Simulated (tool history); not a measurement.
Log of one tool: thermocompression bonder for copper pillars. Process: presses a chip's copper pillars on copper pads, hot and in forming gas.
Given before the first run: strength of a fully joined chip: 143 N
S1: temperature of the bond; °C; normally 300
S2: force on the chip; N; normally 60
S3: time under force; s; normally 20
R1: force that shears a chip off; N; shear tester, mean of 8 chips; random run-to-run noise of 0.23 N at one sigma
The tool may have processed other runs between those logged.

run 1 hour=0 | S1=300 S2=60 S3=20 | R1=104.8
run 2 hour=8.7 | S1=300 S2=60 S3=20 | R1=104.3
run 3 hour=14.1 | S1=300 S2=60 S3=20 | R1=104.4
run 4 hour=20 | S1=300 S2=60 S3=20 | R1=104.7
run 5 hour=26.9 | S1=300 S2=60 S3=20 | R1=104.6
run 6 hour=31 | S1=324 S2=60 S3=20 | R1=121.9
run 7 hour=35.8 | S1=300 S2=60 S3=31 | R1=115.4
run 8 hour=39.9 | S1=300 S2=60 S3=31 | R1=115.2
run 9 hour=47.8 | S1=300 S2=60 S3=31 | R1=115.5
run 10 hour=54.8 | S1=300 S2=60 S3=31 | R1=115.2
run 11 hour=64.1 | S1=300 S2=60 S3=31 | R1=115.6
run 12 hour=73.1 | S1=300 S2=60 S3=31 | R1=115.4
run 13 hour=78.7 | S1=300 S2=60 S3=20 | R1=104.6
run 14 hour=87.6 | S1=300 S2=60 S3=20 | R1=104.7
run 15 hour=94 | S1=300 S2=60 S3=20 | R1=105.4
run 16 hour=98.9 | S1=304 S2=60 S3=20 | R1=108.9
run 17 hour=103.9 | S1=304 S2=41 S3=20 | R1=93.6
run 18 hour=108.8 | S1=304 S2=41 S3=20 | R1=93.7
run 19 hour=118.1 | S1=303 S2=39 S3=14 | R1=81.6
run 20 hour=127.1 | S1=303 S2=39 S3=14 | R1=81.4

Forecast run 21:
run 21 hour=133.7 | S1=330 S2=47 S3=59 | R1=?

Logged for run 21: R1 136.1 N.
Take away the tool's hidden state, keep the run-to-run variation as it was, and the same run would have given R1 135 N.

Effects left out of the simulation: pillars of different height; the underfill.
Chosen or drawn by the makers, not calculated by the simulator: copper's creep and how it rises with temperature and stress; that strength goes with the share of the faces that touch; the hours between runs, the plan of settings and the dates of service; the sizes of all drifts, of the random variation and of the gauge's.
